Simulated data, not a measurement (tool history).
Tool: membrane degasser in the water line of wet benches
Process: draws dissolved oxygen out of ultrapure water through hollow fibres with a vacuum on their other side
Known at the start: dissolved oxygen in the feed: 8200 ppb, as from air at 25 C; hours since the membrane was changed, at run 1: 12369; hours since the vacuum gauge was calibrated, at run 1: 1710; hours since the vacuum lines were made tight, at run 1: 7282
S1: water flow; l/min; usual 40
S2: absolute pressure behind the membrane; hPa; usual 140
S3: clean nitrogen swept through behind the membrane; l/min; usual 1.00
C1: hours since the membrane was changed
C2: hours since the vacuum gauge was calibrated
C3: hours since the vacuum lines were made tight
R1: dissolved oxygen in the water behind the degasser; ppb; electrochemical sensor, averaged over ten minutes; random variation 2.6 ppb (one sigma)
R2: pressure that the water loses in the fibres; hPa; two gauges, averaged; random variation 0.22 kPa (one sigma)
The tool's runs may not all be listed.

Run 1, day 0.000: usual settings; C1 12369; C2 1710; C3 7282. Result: R1 968.7 ppb, R2 644.0 hPa.
Run 2, day 8.567: usual settings; C1 12574; C2 1916; C3 7488. Result: R1 971.0 ppb, R2 646.3 hPa.
Run 3, day 15.467: usual settings; C1 12740; C2 2082; C3 7653. Result: R1 976.1 ppb, R2 647.3 hPa.
Run 4, day 28.429: usual settings; C1 13051; C2 2393; C3 7965. Result: R1 969.2 ppb, R2 645.7 hPa.
Run 5, day 41.604: usual settings but S2 177 hPa; C1 13367; C2 2709; C3 8281. Result: R1 1206.2 ppb, R2 645.0 hPa.
Run 6, day 52.021: usual settings but S2 177 hPa; C1 13617; C2 2959; C3 8531. Result: R1 1199.5 ppb, R2 647.4 hPa.
Run 7, day 58.267: usual settings; C1 13767; C2 3109; C3 8681. Result: R1 968.8 ppb, R2 644.3 hPa.
Run 8, day 66.417: usual settings but S3 1.27 l/min; C1 13963; C2 3304; C3 8876. Result: R1 847.0 ppb, R2 644.5 hPa.
At day 74.625: seals of the vacuum lines changed.
Run 9, day 79.079: usual settings but S2 95 hPa; C1 14264; C2 3606; C3 107. Result: R1 668.5 ppb, R2 643.8 hPa.
Run 10, day 87.296: usual settings but S2 95 hPa; C1 14462; C2 3803; C3 304. Result: R1 668.2 ppb, R2 647.0 hPa.
Run 11, day 94.288: usual settings but S2 95 hPa; C1 14629; C2 3971; C3 472. Result: R1 667.3 ppb, R2 646.0 hPa.
Run 12, day 101.438: usual settings but S2 95 hPa; C1 14801; C2 4143; C3 643. Result: R1 669.6 ppb, R2 643.6 hPa.
Run 13, day 114.308: usual settings but S2 95 hPa; C1 15110; C2 4452; C3 952. Result: R1 666.0 ppb, R2 642.8 hPa.
At day 117.042: vacuum gauge calibrated.
Run 14, day 123.438: usual settings but S1 35 l/min, S2 95 hPa, S3 2.95 l/min; C1 15329; C2 153; C3 1171. Result: R1 330.3 ppb, R2 561.0 hPa.
Run 15, day 135.204: usual settings but S1 26 l/min, S2 247 hPa, S3 0.59 l/min; C1 15611; C2 436; C3 1453. Result: R1 1627.9 ppb, R2 419.9 hPa.
Run 16, day 148.379: usual settings but S2 254 hPa, S3 1.84 l/min; C1 15927; C2 752; C3 1770. Result: R1 1116.6 ppb, R2 646.5 hPa.
Run 17, day 161.675: usual settings but S1 32 l/min, S2 262 hPa, S3 0.86 l/min; C1 16246; C2 1071; C3 2089. Result: R1 1579.2 ppb, R2 511.1 hPa.
Run 18, day 167.688: usual settings but S1 24 l/min, S2 160 hPa, S3 0.40 l/min; C1 16391; C2 1215; C3 2233. Result: R1 1303.9 ppb, R2 387.9 hPa.
Run 19, day 180.929: usual settings but S1 48 l/min; C1 16708; C2 1533; C3 2551. Result: R1 1138.4 ppb, R2 768.8 hPa.
Run 20, day 188.412: usual settings but S1 48 l/min; C1 16888; C2 1713; C3 2730. Result: R1 1134.1 ppb, R2 770.4 hPa.
Run 21, day 198.550: usual settings but S2 268 hPa, S3 2.41 l/min; C1 17131; C2 1956; C3 2974. Result: R1 986.4 ppb, R2 639.7 hPa.
Run 22, day 206.192: usual settings but S1 60 l/min, S2 214 hPa, S3 0.41 l/min; C1 17315; C2 2140; C3 3157. Result: R1 2941.0 ppb, R2 964.6 hPa.
Run 23, day 214.500: usual settings but S1 64 l/min, S2 144 hPa, S3 0.43 l/min; C1 17514; C2 2339; C3 3356. Result: R1 2137.3 ppb, R2 1023.0 hPa.

Forecast each of these 3 alternatives for the next run:
Run A, day 225.858: usual settings but S1 34 l/min, S2 97 hPa, S3 0.80 l/min; C1 17787; C2 2612; C3 3629. Result: R1 ?, R2 ?.
Run B, day 225.858: usual settings but S1 64 l/min, S2 112 hPa, S3 0.43 l/min; C1 17787; C2 2612; C3 3629. Result: R1 ?, R2 ?.
Run C, day 225.858: usual settings but S1 64 l/min, S2 261 hPa, S3 2.09 l/min; C1 17787; C2 2612; C3 3629. Result: R1 ?, R2 ?.

run      R1      R2
  A   659.9   544.4
  B  1696.0  1022.9
  C  1577.3  1023.0
Without the tool's hidden state the same runs would have given:
run      R1      R2
  A   659.2   550.1
  B  1694.8  1033.7
  C  1576.2  1033.8
